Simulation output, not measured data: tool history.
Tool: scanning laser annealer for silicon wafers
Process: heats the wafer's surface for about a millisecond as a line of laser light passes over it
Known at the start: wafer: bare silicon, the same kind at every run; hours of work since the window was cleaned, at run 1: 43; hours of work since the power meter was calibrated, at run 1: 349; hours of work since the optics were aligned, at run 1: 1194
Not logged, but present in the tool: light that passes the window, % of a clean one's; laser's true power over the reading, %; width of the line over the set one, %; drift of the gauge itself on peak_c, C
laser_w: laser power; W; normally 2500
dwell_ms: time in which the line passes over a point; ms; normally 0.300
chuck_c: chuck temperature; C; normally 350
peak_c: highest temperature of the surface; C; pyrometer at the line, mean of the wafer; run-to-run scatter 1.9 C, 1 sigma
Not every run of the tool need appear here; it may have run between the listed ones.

run	hour	laser_w	dwell_ms	chuck_c	hours of work since the window was cleaned	hours of work since the power meter was calibrated	hours of work since the optics were aligned	peak_c
1	0.0	2500	0.300	350	43	349	1194	1164
2	14.0	2500	0.300	350	51	357	1202	1161
3	28.0	2500	0.300	381	58	364	1210	1193
4	46.0	2500	0.300	381	68	374	1219	1190
5	57.4	2500	0.300	376	74	381	1226	1187
6	71.2	2500	0.219	350	82	388	1233	1035
# hour 75.4: laser's power meter calibrated
7	86.1	2500	0.219	350	89	6	1240	1038
8	103.6	2500	0.219	350	98	16	1250	1035
9	124.7	2498	0.213	366	110	27	1261	1040

What does the tool deliver on the next run?
10	138.8	2649	0.300	350	118	35	1269	?

Run 10 measured peak_c 1224 C.
Had the tool carried no hidden state, the very same run would have given peak_c 1258 C.

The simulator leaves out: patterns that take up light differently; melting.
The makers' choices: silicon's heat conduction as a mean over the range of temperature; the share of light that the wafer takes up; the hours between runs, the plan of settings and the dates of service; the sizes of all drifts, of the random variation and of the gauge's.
